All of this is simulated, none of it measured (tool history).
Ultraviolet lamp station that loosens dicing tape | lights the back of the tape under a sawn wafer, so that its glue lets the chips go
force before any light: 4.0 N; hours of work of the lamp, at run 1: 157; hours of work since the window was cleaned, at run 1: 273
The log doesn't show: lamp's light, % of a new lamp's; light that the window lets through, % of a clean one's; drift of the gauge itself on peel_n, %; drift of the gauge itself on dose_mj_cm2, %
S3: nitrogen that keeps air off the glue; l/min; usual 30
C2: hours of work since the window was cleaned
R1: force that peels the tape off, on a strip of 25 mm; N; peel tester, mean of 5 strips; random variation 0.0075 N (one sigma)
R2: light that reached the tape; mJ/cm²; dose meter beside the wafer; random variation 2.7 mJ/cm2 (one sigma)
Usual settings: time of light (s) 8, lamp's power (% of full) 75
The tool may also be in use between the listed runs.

Run 1, day 0.000: usual settings; hours of work of the lamp 157; C2 273. Result: R1 0.325 N, R2 295 mJ/cm².
Run 2, day 0.279: usual settings; hours of work of the lamp 160; C2 276. Result: R1 0.334 N, R2 299 mJ/cm².
Run 3, day 0.767: usual settings; hours of work of the lamp 165; C2 281. Result: R1 0.335 N, R2 300 mJ/cm².
Run 4, day 1.025: usual settings; hours of work of the lamp 168; C2 284. Result: R1 0.319 N, R2 295 mJ/cm².
Run 5, day 1.383: usual settings; hours of work of the lamp 172; C2 288. Result: R1 0.339 N, R2 297 mJ/cm².
Run 6, day 1.762: usual settings; hours of work of the lamp 176; C2 292. Result: R1 0.336 N, R2 296 mJ/cm².
Run 7, day 2.012: usual settings; hours of work of the lamp 179; C2 295. Result: R1 0.334 N, R2 293 mJ/cm².
Run 8, day 2.246: usual settings; hours of work of the lamp 181; C2 298. Result: R1 0.337 N, R2 291 mJ/cm².
Run 9, day 2.492: usual settings; hours of work of the lamp 184; C2 300. Result: R1 0.330 N, R2 291 mJ/cm².
Run 10, day 2.738: usual settings; hours of work of the lamp 187; C2 303. Result: R1 0.338 N, R2 288 mJ/cm².
Run 11, day 3.179: usual settings; hours of work of the lamp 191; C2 308. Result: R1 0.327 N, R2 290 mJ/cm².
Run 12, day 3.588: usual settings; hours of work of the lamp 196; C2 312. Result: R1 0.324 N, R2 289 mJ/cm².
Run 13, day 4.054: usual settings but S3 12 l/min; hours of work of the lamp 201; C2 317. Result: R1 0.435 N, R2 283 mJ/cm².
Run 14, day 4.346: usual settings but time of light (s) 16, lamp's power (% of full) 76, S3 35 l/min; hours of work of the lamp 204; C2 321. Result: R1 0.237 N, R2 579 mJ/cm².
At day 4.396: window cleaned of glue's vapour.
Run 15, day 4.829: usual settings but time of light (s) 16, lamp's power (% of full) 76, S3 35 l/min; hours of work of the lamp 209; C2 5. Result: R1 0.234 N, R2 524 mJ/cm².
Run 16, day 5.196: usual settings but time of light (s) 4, lamp's power (% of full) 76, S3 35 l/min; hours of work of the lamp 213; C2 9. Result: R1 0.919 N, R2 129 mJ/cm².

Run 17 comes next. What will it give?
Run 17, day 5.629: usual settings but time of light (s) 4, lamp's power (% of full) 99, S3 35 l/min; hours of work of the lamp 218; C2 14. Result: R1 ?, R2 ?.

R1: 0.636 N
R2: 171 mJ/cm²
Without the tool's hidden state the same run would have given R1 0.408 N, R2 234 mJ/cm².
